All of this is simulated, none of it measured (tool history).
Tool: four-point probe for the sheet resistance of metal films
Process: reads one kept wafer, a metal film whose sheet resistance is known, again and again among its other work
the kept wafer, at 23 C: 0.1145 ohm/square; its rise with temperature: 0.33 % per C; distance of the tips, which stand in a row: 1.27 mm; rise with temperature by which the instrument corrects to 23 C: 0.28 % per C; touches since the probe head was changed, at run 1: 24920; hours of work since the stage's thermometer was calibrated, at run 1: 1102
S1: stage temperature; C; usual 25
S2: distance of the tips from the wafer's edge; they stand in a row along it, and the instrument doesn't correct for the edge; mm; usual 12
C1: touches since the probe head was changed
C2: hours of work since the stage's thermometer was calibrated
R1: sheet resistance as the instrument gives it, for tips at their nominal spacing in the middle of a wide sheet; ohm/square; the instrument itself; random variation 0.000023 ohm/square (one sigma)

Run 1, hour 0.0: usual settings; C1 24920; C2 1102. Result: R1 0.115450 ohm/square.
Run 2, hour 61.7: usual settings but S2 7 mm; C1 27449; C2 1139. Result: R1 0.116782 ohm/square.
Run 3, hour 124.1: usual settings but S2 10 mm; C1 30007; C2 1176. Result: R1 0.115818 ohm/square.
Run 4, hour 153.8: usual settings but S2 10 mm; C1 31222; C2 1194. Result: R1 0.115840 ohm/square.
Run 5, hour 197.0: usual settings but S2 51 mm; C1 32992; C2 1220. Result: R1 0.114911 ohm/square.
Run 6, hour 223.2: usual settings but S2 51 mm; C1 34066; C2 1235. Result: R1 0.114953 ohm/square.
Run 7, hour 285.2: usual settings but S1 33 C, S2 4 mm; C1 36608; C2 1272. Result: R1 0.121327 ohm/square.

Run 8 comes next. What will it give?
At hour 288.6: stage's thermometer calibrated.
Run 8, hour 324.1: usual settings but S1 20 C, S2 44 mm; C1 38180; C2 21. Result: R1 ?.

Run 8 gave R1 0.114638 ohm/square.
Without the tool's hidden state the same run would have given R1 0.114364 ohm/square.
